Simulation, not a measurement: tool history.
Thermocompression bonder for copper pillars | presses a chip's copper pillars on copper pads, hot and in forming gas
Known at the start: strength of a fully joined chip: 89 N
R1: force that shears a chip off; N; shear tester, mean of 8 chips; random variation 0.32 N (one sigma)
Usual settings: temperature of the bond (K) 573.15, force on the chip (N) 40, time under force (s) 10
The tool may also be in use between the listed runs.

{"run": 1, "hour": 0.0, "temperature of the bond (K)": 573.15, "force on the chip (N)": 40, "time under force (s)": 10, "R1": 33.4}
{"run": 2, "hour": 10.6, "temperature of the bond (K)": 573.15, "force on the chip (N)": 40, "time under force (s)": 10, "R1": 33.6}
{"run": 3, "hour": 18.9, "temperature of the bond (K)": 573.15, "force on the chip (N)": 40, "time under force (s)": 10, "R1": 33.3}
{"run": 4, "hour": 28.0, "temperature of the bond (K)": 573.15, "force on the chip (N)": 40, "time under force (s)": 10, "R1": 33.3}
{"run": 5, "hour": 34.4, "temperature of the bond (K)": 573.15, "force on the chip (N)": 40, "time under force (s)": 10, "R1": 33.4}
{"run": 6, "hour": 44.5, "temperature of the bond (K)": 573.15, "force on the chip (N)": 40, "time under force (s)": 10, "R1": 33.6}
{"run": 7, "hour": 54.3, "temperature of the bond (K)": 573.15, "force on the chip (N)": 40, "time under force (s)": 10, "R1": 33.6}
{"run": 8, "hour": 63.1, "temperature of the bond (K)": 573.15, "force on the chip (N)": 40, "time under force (s)": 10, "R1": 33.9}
{"run": 9, "hour": 69.7, "temperature of the bond (K)": 588.15, "force on the chip (N)": 40, "time under force (s)": 10, "R1": 39.6}
{"run": 10, "hour": 80.6, "temperature of the bond (K)": 588.15, "force on the chip (N)": 40, "time under force (s)": 10, "R1": 39.3}
{"run": 11, "hour": 92.9, "temperature of the bond (K)": 573.15, "force on the chip (N)": 40, "time under force (s)": 10, "R1": 33.8}
{"run": 12, "hour": 102.2, "temperature of the bond (K)": 573.15, "force on the chip (N)": 53, "time under force (s)": 10, "R1": 42.5}
{"run": 13, "hour": 108.3, "temperature of the bond (K)": 573.15, "force on the chip (N)": 31, "time under force (s)": 10, "R1": 26.5}
{"run": 14, "hour": 117.6, "temperature of the bond (K)": 576.15, "force on the chip (N)": 40, "time under force (s)": 10, "R1": 34.5}
{"run": 15, "hour": 125.5, "temperature of the bond (K)": 573.15, "force on the chip (N)": 40, "time under force (s)": 7, "R1": 29.5}
{"run": 16, "hour": 133.9, "temperature of the bond (K)": 573.15, "force on the chip (N)": 40, "time under force (s)": 7, "R1": 30.1}
{"run": 17, "hour": 142.0, "temperature of the bond (K)": 573.15, "force on the chip (N)": 59, "time under force (s)": 7, "R1": 41.4}
{"run": 18, "hour": 149.7, "temperature of the bond (K)": 573.15, "force on the chip (N)": 59, "time under force (s)": 7, "R1": 41.9}
{"run": 19, "hour": 160.9, "temperature of the bond (K)": 573.15, "force on the chip (N)": 59, "time under force (s)": 7, "R1": 41.7}
{"run": 20, "hour": 167.1, "temperature of the bond (K)": 573.15, "force on the chip (N)": 40, "time under force (s)": 10, "R1": 34.5}
{"run": 21, "hour": 174.0, "temperature of the bond (K)": 595.15, "force on the chip (N)": 32, "time under force (s)": 17, "R1": 44.6}
{"run": 22, "hour": 180.6, "temperature of the bond (K)": 595.15, "force on the chip (N)": 32, "time under force (s)": 17, "R1": 44.1}
{"run": 23, "hour": 188.6, "temperature of the bond (K)": 555.15, "force on the chip (N)": 28, "time under force (s)": 8, "R1": 17.9}
{"run": 24, "hour": 198.6, "temperature of the bond (K)": 555.15, "force on the chip (N)": 28, "time under force (s)": 8, "R1": 15.1}
{"run": 25, "hour": 212.7, "temperature of the bond (K)": 580.15, "force on the chip (N)": 40, "time under force (s)": 13, "R1": 37.9}
{"run": 26, "hour": 224.8, "temperature of the bond (K)": 580.15, "force on the chip (N)": 50, "time under force (s)": 17, "R1": 49.5}
{"run": 27, "hour": 231.2, "temperature of the bond (K)": 559.15, "force on the chip (N)": 27, "time under force (s)": 9, "R1": 16.7}
{"run": 28, "hour": 245.2, "temperature of the bond (K)": 559.15, "force on the chip (N)": 27, "time under force (s)": 9, "R1": 16.1}
{"run": 29, "hour": 251.4, "temperature of the bond (K)": 572.15, "force on the chip (N)": 25, "time under force (s)": 9, "R1": 18.3}
{"run": 30, "hour": 259.4, "temperature of the bond (K)": 572.15, "force on the chip (N)": 25, "time under force (s)": 9, "R1": 19.3}
{"run": 31, "hour": 272.4, "temperature of the bond (K)": 576.15, "force on the chip (N)": 40, "time under force (s)": 7, "R1": 27.9}
{"run": 32, "hour": 280.6, "temperature of the bond (K)": 576.15, "force on the chip (N)": 40, "time under force (s)": 7, "R1": 28.1}
{"run": 33, "hour": 286.9, "temperature of the bond (K)": 551.15, "force on the chip (N)": 40, "time under force (s)": 10, "R1": 22.2}
{"run": 34, "hour": 294.3, "temperature of the bond (K)": 559.15, "force on the chip (N)": 41, "time under force (s)": 22, "R1": 36.4}
{"run": 35, "hour": 305.1, "temperature of the bond (K)": 547.15, "force on the chip (N)": 30, "time under force (s)": 29, "R1": 25.8}
{"run": 36, "hour": 315.7, "temperature of the bond (K)": 547.15, "force on the chip (N)": 30, "time under force (s)": 29, "R1": 25.6}
{"run": 37, "hour": 322.6, "temperature of the bond (K)": 547.15, "force on the chip (N)": 30, "time under force (s)": 29, "R1": 25.3}
{"run": 38, "hour": 334.6, "temperature of the bond (K)": 575.15, "force on the chip (N)": 41, "time under force (s)": 10, "R1": 32.6}
{"run": 39, "hour": 346.7, "temperature of the bond (K)": 575.15, "force on the chip (N)": 41, "time under force (s)": 10, "R1": 32.5}
{"run": 40, "hour": 359.1, "temperature of the bond (K)": 575.15, "force on the chip (N)": 41, "time under force (s)": 10, "R1": 33.1}

Not shown: 2 entries that the log had between the listed runs. Between which runs, and how does the tool's hidden state differ before and after?
Between runs 15 and 16: heater calibrated with a thermocouple chip (hour 131.8)
  true temperature of the bond over the reading, C: 4.5 -> 6.9; oxide that the forming gas leaves, % of the face: 2.4 -> 2.46
  measured less the result without the state, R1: +1.9 -> +2.7 N
Between runs 23 and 24: heater calibrated with a thermocouple chip, once more (hour 195.7)
  true temperature of the bond over the reading, C: 7.1 -> -0.5; force that reaches the chip, % of what is set: 103 -> 103.1; oxide that the forming gas leaves, % of the face: 3.02 -> 3.1
  measured less the result without the state, R1: +1.9 -> -0.1 N
